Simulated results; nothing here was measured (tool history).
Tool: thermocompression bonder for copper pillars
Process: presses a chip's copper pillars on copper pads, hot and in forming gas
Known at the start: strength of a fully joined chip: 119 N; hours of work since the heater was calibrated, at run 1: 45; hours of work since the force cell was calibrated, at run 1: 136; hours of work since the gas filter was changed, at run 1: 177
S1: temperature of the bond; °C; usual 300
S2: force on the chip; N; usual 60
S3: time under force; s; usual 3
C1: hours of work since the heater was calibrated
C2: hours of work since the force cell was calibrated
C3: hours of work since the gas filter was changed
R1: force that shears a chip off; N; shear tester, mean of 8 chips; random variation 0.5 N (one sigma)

{"run": 1, "hour": 0.0, "S1": 300, "S2": 60, "S3": 3, "C1": 45, "C2": 136, "C3": 177, "R1": 68.7}
{"run": 2, "hour": 46.0, "S1": 300, "S2": 60, "S3": 3, "C1": 69, "C2": 160, "C3": 201, "R1": 68.2}
{"run": 3, "hour": 129.8, "S1": 300, "S2": 60, "S3": 3, "C1": 114, "C2": 205, "C3": 246, "R1": 68.8}
{"run": 4, "hour": 174.1, "S1": 303, "S2": 60, "S3": 3, "C1": 138, "C2": 229, "C3": 270, "R1": 69.5}
{"run": 5, "hour": 262.4, "S1": 303, "S2": 60, "S3": 3, "C1": 185, "C2": 276, "C3": 317, "R1": 68.2}
{"run": 6, "hour": 311.3, "S1": 303, "S2": 60, "S3": 3, "C1": 211, "C2": 302, "C3": 343, "R1": 68.5}
{"run": 7, "hour": 353.4, "S1": 303, "S2": 60, "S3": 3, "C1": 234, "C2": 325, "C3": 366, "R1": 67}
{"hour": 399.6, "done": "forming gas filter changed"}
{"run": 8, "hour": 399.8, "S1": 300, "S2": 60, "S3": 3, "C1": 259, "C2": 350, "C3": 0, "R1": 73.9}
{"run": 9, "hour": 487.3, "S1": 300, "S2": 60, "S3": 3, "C1": 305, "C2": 396, "C3": 47, "R1": 72.4}
{"run": 10, "hour": 534.8, "S1": 300, "S2": 60, "S3": 3, "C1": 331, "C2": 422, "C3": 72, "R1": 72.4}
{"run": 11, "hour": 613.8, "S1": 300, "S2": 37, "S3": 5, "C1": 373, "C2": 464, "C3": 115, "R1": 56.9}
{"run": 12, "hour": 660.0, "S1": 300, "S2": 58, "S3": 2, "C1": 398, "C2": 489, "C3": 139, "R1": 60.8}
{"run": 13, "hour": 738.1, "S1": 300, "S2": 58, "S3": 2, "C1": 440, "C2": 531, "C3": 181, "R1": 58.9}
{"run": 14, "hour": 779.2, "S1": 300, "S2": 67, "S3": 3, "C1": 462, "C2": 553, "C3": 203, "R1": 74.2}

The next listed run, before its measurement:
{"run": 15, "hour": 830.5, "S1": 289, "S2": 62, "S3": 2, "C1": 489, "C2": 580, "C3": 231, "R1": "?"}

R1: 54.5 N
Without the tool's hidden state the same run would have given R1 57.9 N.

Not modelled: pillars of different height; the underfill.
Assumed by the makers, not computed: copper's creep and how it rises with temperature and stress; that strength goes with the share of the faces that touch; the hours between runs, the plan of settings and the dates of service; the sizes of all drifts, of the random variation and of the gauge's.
